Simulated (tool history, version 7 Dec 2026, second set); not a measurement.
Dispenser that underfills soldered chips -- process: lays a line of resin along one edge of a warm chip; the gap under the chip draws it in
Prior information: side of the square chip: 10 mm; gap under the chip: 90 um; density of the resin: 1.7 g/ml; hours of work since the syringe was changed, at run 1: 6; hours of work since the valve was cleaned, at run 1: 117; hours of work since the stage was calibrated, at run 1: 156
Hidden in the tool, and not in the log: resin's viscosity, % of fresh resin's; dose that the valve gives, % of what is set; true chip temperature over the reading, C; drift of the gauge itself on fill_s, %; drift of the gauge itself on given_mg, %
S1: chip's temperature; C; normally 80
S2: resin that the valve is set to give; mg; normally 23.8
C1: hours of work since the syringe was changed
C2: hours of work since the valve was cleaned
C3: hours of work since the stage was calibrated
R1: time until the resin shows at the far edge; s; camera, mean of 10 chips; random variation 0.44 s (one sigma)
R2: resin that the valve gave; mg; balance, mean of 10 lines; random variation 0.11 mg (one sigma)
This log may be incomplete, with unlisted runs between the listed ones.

run,hour,S1,S2,C1,C2,C3,R1,R2
1,0,80,23.8,6,117,156,56,21.67
# hour 6.8: new syringe of resin
2,7.5,80,25.5,1,122,161,34.5,23.05
3,13.8,82,23.8,5,127,165,46.8,21.5
4,19.3,82,23.8,9,131,169,62,21.39
# hour 22.4: new syringe of resin
# hour 27.2: dispensing valve cleaned and set on the balance
5,27.5,80,23.8,3,0,174,42.3,23.69
6,32.7,80,23.8,7,4,178,57.5,23.58
# hour 39.1: new syringe of resin
7,41.7,80,23.8,2,10,184,37.9,23.49

Run 8 has not been measured yet. What should we expect?
8,51.4,79,23.8,9,17,191,?,?

R1: 71.8 s
R2: 23.35 mg
The same run, on a tool lacking any hidden state, would have yielded R1 34.1 s, R2 23.69 mg.

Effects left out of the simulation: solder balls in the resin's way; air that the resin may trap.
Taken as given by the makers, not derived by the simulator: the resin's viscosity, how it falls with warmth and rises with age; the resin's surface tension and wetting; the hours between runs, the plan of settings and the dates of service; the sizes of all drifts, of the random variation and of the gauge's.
